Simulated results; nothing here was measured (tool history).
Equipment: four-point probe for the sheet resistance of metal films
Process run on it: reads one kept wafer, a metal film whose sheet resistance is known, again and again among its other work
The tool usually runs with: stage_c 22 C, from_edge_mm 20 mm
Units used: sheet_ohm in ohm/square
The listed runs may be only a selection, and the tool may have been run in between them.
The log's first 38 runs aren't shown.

run,hour,stage_c,from_edge_mm,touches since the probe head was changed,hours of work since the stage's thermometer was calibrated,sheet_ohm
39,593.3,22,52,41248,671,3.917277
40,612.1,22,45,41731,681,3.917763
41,624.0,22,45,42040,688,3.917876
42,644.9,22,45,42576,700,3.918634
43,657.8,21,8,42909,707,3.971052
44,674.4,21,8,43336,716,3.972242
45,690.2,28,49,43743,725,3.903998
46,699.4,21,32,43980,730,3.922581

Consider 3 possible next runs. They are alternatives, not a sequence: every one starts from the tool as it was left by run 46. What does each give?
A,710.0,21,70,44252,735,?
B,710.0,31,20,44252,735,?
C,710.0,34,34,44252,735,?

run,sheet_ohm
A,3.919437
B,3.905226
C,3.892532
Without the tool's hidden state the same runs would have given:
run,sheet_ohm
A,3.905284
B,3.891195
C,3.878565
